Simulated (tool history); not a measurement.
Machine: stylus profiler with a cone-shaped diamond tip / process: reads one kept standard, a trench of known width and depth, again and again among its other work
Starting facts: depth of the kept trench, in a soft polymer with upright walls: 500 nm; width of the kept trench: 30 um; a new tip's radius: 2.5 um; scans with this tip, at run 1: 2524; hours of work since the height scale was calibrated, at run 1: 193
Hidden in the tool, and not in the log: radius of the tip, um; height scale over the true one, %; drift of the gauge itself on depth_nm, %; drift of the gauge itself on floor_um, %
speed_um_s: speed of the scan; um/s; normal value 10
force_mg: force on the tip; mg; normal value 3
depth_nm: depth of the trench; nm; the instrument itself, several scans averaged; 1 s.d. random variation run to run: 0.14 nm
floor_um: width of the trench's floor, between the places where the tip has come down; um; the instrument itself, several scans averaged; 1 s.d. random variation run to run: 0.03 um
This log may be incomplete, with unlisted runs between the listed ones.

run	hour	speed_um_s	force_mg	scans with this tip	hours of work since the height scale was calibrated	depth_nm	floor_um
1	0	10	3	2524	193	509.93	26.95
2	20.5	10	3	2694	207	510.05	26.94
3	35.2	10	3	2816	216	509.6	26.95
4	45	10	3	2897	222	509.93	26.93
5	64.3	10	3	3057	234	509.74	26.96
6	82.8	35	1.66	3210	246	506.59	26.76
7	93.6	38	3.16	3300	253	510.27	26.81
8	107.7	11	3	3417	262	509.75	26.93
9	120	11	3	3519	270	509.77	26.89
10	139.6	17	3.81	3682	282	511.3	26.92

4 options for the next run, each taken on its own from the tool as it stands now. Forecast them:
A	156.3	10	2.45	3820	293	?	?
B	156.3	37	1.37	3820	293	?	?
C	156.3	8	1.1	3820	293	?	?
D	156.3	7	3.24	3820	293	?	?

run	depth_nm	floor_um
A	508.71	26.94
B	505.74	26.69
C	505.07	26.92
D	510.17	26.97
What these runs would have given with no unlogged condition in the tool:
run	depth_nm	floor_um
A	508.71	26.95
B	505.74	26.7
C	505.07	26.93
D	510.16	26.98
